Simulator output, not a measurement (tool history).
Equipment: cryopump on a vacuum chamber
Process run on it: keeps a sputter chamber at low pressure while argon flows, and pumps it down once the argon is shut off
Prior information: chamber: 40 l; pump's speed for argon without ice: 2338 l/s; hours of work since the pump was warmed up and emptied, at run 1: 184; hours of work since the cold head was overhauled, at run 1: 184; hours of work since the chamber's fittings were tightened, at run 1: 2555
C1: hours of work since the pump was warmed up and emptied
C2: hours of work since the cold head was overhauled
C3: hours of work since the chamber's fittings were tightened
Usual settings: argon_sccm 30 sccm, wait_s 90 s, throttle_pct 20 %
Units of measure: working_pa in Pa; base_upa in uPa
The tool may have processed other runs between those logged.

Run 1, hour 0.0: usual settings; C1 184; C2 184; C3 2555. Result: working_pa 0.1112 Pa, base_upa 0.75 uPa.
Run 2, hour 11.7: usual settings; C1 193; C2 193; C3 2565. Result: working_pa 0.1120 Pa, base_upa 0.73 uPa.
Run 3, hour 23.8: usual settings but wait_s 137 s; C1 203; C2 203; C3 2575. Result: working_pa 0.1124 Pa, base_upa 0.58 uPa.
Run 4, hour 33.8: usual settings but wait_s 137 s; C1 212; C2 212; C3 2583. Result: working_pa 0.1133 Pa, base_upa 0.56 uPa.
Run 5, hour 40.4: usual settings but wait_s 230 s; C1 217; C2 217; C3 2589. Result: working_pa 0.1122 Pa, base_upa 0.48 uPa.
Run 6, hour 54.2: usual settings; C1 229; C2 229; C3 2600. Result: working_pa 0.1134 Pa, base_upa 0.73 uPa.
Run 7, hour 68.7: usual settings but throttle_pct 46 %; C1 241; C2 241; C3 2612. Result: working_pa 0.0514 Pa, base_upa 0.74 uPa.
Run 8, hour 80.0: usual settings but throttle_pct 46 %; C1 250; C2 250; C3 2621. Result: working_pa 0.0526 Pa, base_upa 0.75 uPa.
Run 9, hour 95.1: usual settings but throttle_pct 46 %; C1 262; C2 262; C3 2634. Result: working_pa 0.0521 Pa, base_upa 0.72 uPa.
Run 10, hour 109.4: usual settings but argon_sccm 58 sccm; C1 274; C2 274; C3 2646. Result: working_pa 0.2211 Pa, base_upa 0.74 uPa.
Run 11, hour 119.9: usual settings but argon_sccm 58 sccm; C1 283; C2 283; C3 2654. Result: working_pa 0.2227 Pa, base_upa 0.73 uPa.
Run 12, hour 126.8: usual settings but argon_sccm 57 sccm, wait_s 152 s, throttle_pct 25 %; C1 289; C2 289; C3 2660. Result: working_pa 0.1755 Pa, base_upa 0.57 uPa.
Run 13, hour 139.8: usual settings but argon_sccm 39 sccm; C1 299; C2 299; C3 2671. Result: working_pa 0.1511 Pa, base_upa 0.78 uPa.
Run 14, hour 150.7: usual settings but wait_s 23 s; C1 308; C2 308; C3 2680. Result: working_pa 0.1148 Pa, base_upa 1.95 uPa.
Run 15, hour 164.2: usual settings but argon_sccm 12 sccm; C1 320; C2 320; C3 2691. Result: working_pa 0.0463 Pa, base_upa 0.75 uPa.
Run 16, hour 175.1: usual settings but argon_sccm 12 sccm, throttle_pct 21 %; C1 329; C2 329; C3 2700. Result: working_pa 0.0447 Pa, base_upa 0.73 uPa.
Run 17, hour 190.2: usual settings but throttle_pct 48 %; C1 341; C2 341; C3 2713. Result: working_pa 0.0533 Pa, base_upa 0.76 uPa.
Run 18, hour 202.9: usual settings but wait_s 261 s; C1 352; C2 352; C3 2723. Result: working_pa 0.1172 Pa, base_upa 0.50 uPa.
Run 19, hour 217.0: usual settings but wait_s 261 s; C1 363; C2 363; C3 2735. Result: working_pa 0.1177 Pa, base_upa 0.49 uPa.
Run 20, hour 225.7: usual settings but argon_sccm 41 sccm, wait_s 261 s, throttle_pct 19 %; C1 370; C2 370; C3 2742. Result: working_pa 0.1686 Pa, base_upa 0.50 uPa.
Run 21, hour 238.4: usual settings but argon_sccm 20 sccm, wait_s 23 s, throttle_pct 44 %; C1 381; C2 381; C3 2752. Result: working_pa 0.0390 Pa, base_upa 2.00 uPa.

4 options for the next run, each taken on its own from the tool as it stands now. Forecast them:
Run A, hour 249.5: usual settings but argon_sccm 20 sccm, wait_s 23 s, throttle_pct 44 %; C1 390; C2 390; C3 2762. Result: working_pa ?, base_upa ?.
Run B, hour 249.5: usual settings but argon_sccm 16 sccm, wait_s 33 s, throttle_pct 15 %; C1 390; C2 390; C3 2762. Result: working_pa ?, base_upa ?.
Run C, hour 249.5: usual settings but argon_sccm 34 sccm, wait_s 69 s; C1 390; C2 390; C3 2762. Result: working_pa ?, base_upa ?.
Run D, hour 249.5: usual settings but argon_sccm 47 sccm, wait_s 131 s; C1 390; C2 390; C3 2762. Result: working_pa ?, base_upa ?.

run  working_pa  base_upa
  A      0.0393      1.98
  B      0.0820      1.45
  C      0.1330      0.92
  D      0.1841      0.66
With the hidden condition removed and each run's random variation left untouched, the same runs would have given:
run  working_pa  base_upa
  A      0.0330      1.73
  B      0.0770      1.21
  C      0.1224      0.67
  D      0.1694      0.41
